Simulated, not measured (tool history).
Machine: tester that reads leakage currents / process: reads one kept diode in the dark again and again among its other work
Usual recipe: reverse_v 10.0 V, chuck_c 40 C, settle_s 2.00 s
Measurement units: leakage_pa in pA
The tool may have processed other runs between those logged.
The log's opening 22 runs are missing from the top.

Run 23, day 27.742: usual settings but chuck_c 24 C, settle_s 0.82 s. Result: leakage_pa 227.19 pA.
Run 24, day 29.304: usual settings but reverse_v 8.2 V, settle_s 4.72 s. Result: leakage_pa 746.13 pA.
Run 25, day 30.967: usual settings but reverse_v 8.2 V, settle_s 4.72 s. Result: leakage_pa 740.13 pA.
Run 26, day 32.704: usual settings but reverse_v 6.9 V, chuck_c 25 C, settle_s 0.47 s. Result: leakage_pa 207.37 pA.
Run 27, day 33.829: usual settings but reverse_v 3.1 V, chuck_c 30 C, settle_s 0.42 s. Result: leakage_pa 216.36 pA.
Run 28, day 34.562: usual settings but reverse_v 1.2 V, chuck_c 39 C, settle_s 1.43 s. Result: leakage_pa 284.23 pA.
Run 29, day 35.896: usual settings but reverse_v 13.8 V, chuck_c 32 C, settle_s 2.17 s. Result: leakage_pa 499.92 pA.
Run 30, day 37.438: usual settings but settle_s 2.69 s. Result: leakage_pa 803.91 pA.
Run 31, day 38.350: usual settings but reverse_v 3.0 V, chuck_c 35 C, settle_s 1.60 s. Result: leakage_pa 314.30 pA.
Run 32, day 39.525: usual settings but reverse_v 3.0 V, chuck_c 35 C, settle_s 1.60 s. Result: leakage_pa 313.05 pA.
Run 33, day 41.354: usual settings but reverse_v 14.2 V, settle_s 1.61 s. Result: leakage_pa 945.53 pA.
Run 34, day 42.496: usual settings but reverse_v 14.2 V, settle_s 1.61 s. Result: leakage_pa 935.05 pA.
Run 35, day 44.029: usual settings but reverse_v 14.2 V, settle_s 1.61 s. Result: leakage_pa 936.43 pA.
Run 36, day 45.058: usual settings but reverse_v 2.9 V. Result: leakage_pa 455.07 pA.
Run 37, day 45.829: usual settings but reverse_v 2.9 V. Result: leakage_pa 452.58 pA.
Run 38, day 46.646: usual settings but reverse_v 4.5 V, chuck_c 44 C, settle_s 8.98 s. Result: leakage_pa 748.86 pA.
Run 39, day 47.754: usual settings but reverse_v 4.5 V, chuck_c 44 C, settle_s 8.98 s. Result: leakage_pa 748.90 pA.

5 ways to go on from here, each from the tool as it stands after run 39. What would each give?
Run A, day 48.971: usual settings but reverse_v 15.5 V, settle_s 4.53 s. Result: leakage_pa ?.
Run B, day 48.971: usual settings but reverse_v 3.3 V, chuck_c 28 C, settle_s 0.56 s. Result: leakage_pa ?.
Run C, day 48.971: usual settings but chuck_c 53 C, settle_s 2.39 s. Result: leakage_pa ?.
Run D, day 48.971: usual settings but reverse_v 1.4 V. Result: leakage_pa ?.
Run E, day 48.971: usual settings but reverse_v 2.0 V, chuck_c 41 C, settle_s 8.98 s. Result: leakage_pa ?.

run  leakage_pa
  A      967.97
  B      184.16
  C     2056.89
  D      321.71
  E      408.18
With the hidden condition removed and each run's random variation left untouched, the same runs would have given:
run  leakage_pa
  A     1052.74
  B      201.49
  C     2228.52
  D      350.90
  E      444.94
